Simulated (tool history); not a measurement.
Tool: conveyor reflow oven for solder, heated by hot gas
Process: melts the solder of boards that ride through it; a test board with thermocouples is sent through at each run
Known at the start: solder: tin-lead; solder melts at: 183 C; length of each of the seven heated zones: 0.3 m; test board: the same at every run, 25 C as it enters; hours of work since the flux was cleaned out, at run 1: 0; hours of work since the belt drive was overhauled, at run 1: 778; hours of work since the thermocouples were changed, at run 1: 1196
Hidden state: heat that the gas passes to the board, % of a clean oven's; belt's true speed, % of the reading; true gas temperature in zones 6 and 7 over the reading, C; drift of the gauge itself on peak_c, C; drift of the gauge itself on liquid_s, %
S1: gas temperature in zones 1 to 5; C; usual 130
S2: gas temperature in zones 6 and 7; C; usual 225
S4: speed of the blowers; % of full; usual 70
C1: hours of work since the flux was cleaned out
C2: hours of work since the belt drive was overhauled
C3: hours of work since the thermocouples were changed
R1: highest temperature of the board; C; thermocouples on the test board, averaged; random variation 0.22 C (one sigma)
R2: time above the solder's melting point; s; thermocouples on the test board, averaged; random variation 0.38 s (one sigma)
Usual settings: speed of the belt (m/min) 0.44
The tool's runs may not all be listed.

run 1 day=0 | S1=130 S2=225 speed_of_the_belt_(m/min)=0.44 S4=70 | C1=0 C2=778 C3=1196 | R1=207.7 R2=48.7
run 2 day=1.567 | S1=130 S2=233 speed_of_the_belt_(m/min)=0.44 S4=70 | C1=28 C2=806 C3=1224 | R1=213.6 R2=56
run 3 day=2.838 | S1=130 S2=233 speed_of_the_belt_(m/min)=0.44 S4=70 | C1=51 C2=829 C3=1247 | R1=213.7 R2=55.3
run 4 day=4.712 | S1=130 S2=233 speed_of_the_belt_(m/min)=0.44 S4=70 | C1=85 C2=863 C3=1281 | R1=213 R2=54.7
run 5 day=7.329 | S1=130 S2=233 speed_of_the_belt_(m/min)=0.44 S4=70 | C1=133 C2=911 C3=1329 | R1=213.1 R2=54.2
run 6 day=8.454 | S1=130 S2=233 speed_of_the_belt_(m/min)=0.44 S4=70 | C1=153 C2=931 C3=1349 | R1=213 R2=54.9
run 7 day=10.7 | S1=130 S2=233 speed_of_the_belt_(m/min)=0.44 S4=70 | C1=194 C2=972 C3=1390 | R1=212.5 R2=54.6
-- day=11.492 thermocouples of zones 6 and 7 changed
run 8 day=12.333 | S1=130 S2=233 speed_of_the_belt_(m/min)=0.44 S4=70 | C1=222 C2=1000 C3=15 | R1=209.6 R2=51.5
run 9 day=14.562 | S1=130 S2=233 speed_of_the_belt_(m/min)=0.44 S4=70 | C1=263 C2=1040 C3=56 | R1=209.4 R2=51
run 10 day=16.854 | S1=130 S2=233 speed_of_the_belt_(m/min)=0.44 S4=70 | C1=304 C2=1082 C3=97 | R1=208.9 R2=50.8
run 11 day=18.246 | S1=130 S2=233 speed_of_the_belt_(m/min)=0.44 S4=70 | C1=329 C2=1107 C3=122 | R1=208.5 R2=49.5
-- day=19.221 flux residue cleaned out of gas plates and filters
run 12 day=19.979 | S1=130 S2=233 speed_of_the_belt_(m/min)=0.358 S4=70 | C1=14 C2=1135 C3=150 | R1=218.9 R2=76.1
run 13 day=22.088 | S1=130 S2=233 speed_of_the_belt_(m/min)=0.358 S4=70 | C1=52 C2=1173 C3=188 | R1=218.2 R2=76
run 14 day=23.396 | S1=130 S2=233 speed_of_the_belt_(m/min)=0.381 S4=70 | C1=76 C2=1197 C3=212 | R1=216.3 R2=68.4
run 15 day=24.929 | S1=130 S2=228 speed_of_the_belt_(m/min)=0.44 S4=68 | C1=104 C2=1224 C3=240 | R1=206.7 R2=48.2
run 16 day=27.425 | S1=130 S2=228 speed_of_the_belt_(m/min)=0.44 S4=58 | C1=149 C2=1270 C3=285 | R1=203.4 R2=43.6
run 17 day=28.546 | S1=130 S2=228 speed_of_the_belt_(m/min)=0.44 S4=58 | C1=169 C2=1290 C3=305 | R1=203.7 R2=44

Forecast run 18:
run 18 day=30.9 | S1=130 S2=225 speed_of_the_belt_(m/min)=0.44 S4=64 | C1=212 C2=1333 C3=348 | R1=? R2=?

{"run 18": {"R1": 202.6, "R2": 42.3}}
Without the tool's hidden state the same run would have given R1 203.4 C, R2 42.2 s.
